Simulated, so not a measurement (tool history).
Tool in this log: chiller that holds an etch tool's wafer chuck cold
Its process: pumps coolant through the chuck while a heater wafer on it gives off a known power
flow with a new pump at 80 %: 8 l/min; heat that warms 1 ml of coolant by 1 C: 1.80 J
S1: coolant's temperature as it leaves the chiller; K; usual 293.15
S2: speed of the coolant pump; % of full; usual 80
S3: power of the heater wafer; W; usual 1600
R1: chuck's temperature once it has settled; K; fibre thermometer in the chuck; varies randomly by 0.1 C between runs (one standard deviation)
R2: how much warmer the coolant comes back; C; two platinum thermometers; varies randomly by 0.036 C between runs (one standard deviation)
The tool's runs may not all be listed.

run 1 day=0 | S1=293.15 S2=80 S3=1600 | R1=304.55 R2=6.65
run 2 day=1.375 | S1=293.15 S2=64 S3=1600 | R1=306.85 R2=8.35
run 3 day=2.308 | S1=293.15 S2=80 S3=1189 | R1=301.45 R2=4.9
run 4 day=4.004 | S1=293.15 S2=80 S3=1600 | R1=304.45 R2=6.67
run 5 day=5.383 | S1=293.15 S2=80 S3=1600 | R1=304.65 R2=6.63
run 6 day=6.608 | S1=293.15 S2=80 S3=1600 | R1=304.75 R2=6.65
run 7 day=7.712 | S1=293.15 S2=80 S3=1600 | R1=304.65 R2=6.67
run 8 day=8.9 | S1=293.15 S2=80 S3=1600 | R1=304.55 R2=6.6
run 9 day=9.779 | S1=293.15 S2=80 S3=1600 | R1=304.55 R2=6.69
run 10 day=11.471 | S1=293.15 S2=80 S3=1600 | R1=304.65 R2=6.69
run 11 day=13.258 | S1=293.15 S2=80 S3=1600 | R1=304.65 R2=6.68
run 12 day=14.671 | S1=299.15 S2=80 S3=1600 | R1=310.45 R2=6.73
run 13 day=16.279 | S1=299.15 S2=80 S3=1600 | R1=310.85 R2=6.53
run 14 day=17.533 | S1=293.15 S2=80 S3=1600 | R1=304.65 R2=6.64
run 15 day=18.979 | S1=293.15 S2=80 S3=1600 | R1=304.65 R2=6.69

What will run 16 give?
run 16 day=19.888 | S1=293.15 S2=80 S3=1600 | R1=? R2=?

{"run 16": {"R1": 304.65, "R2": 6.66}}
Had the tool carried no hidden state, the very same run would have given R1 304.65 K, R2 6.66 C.
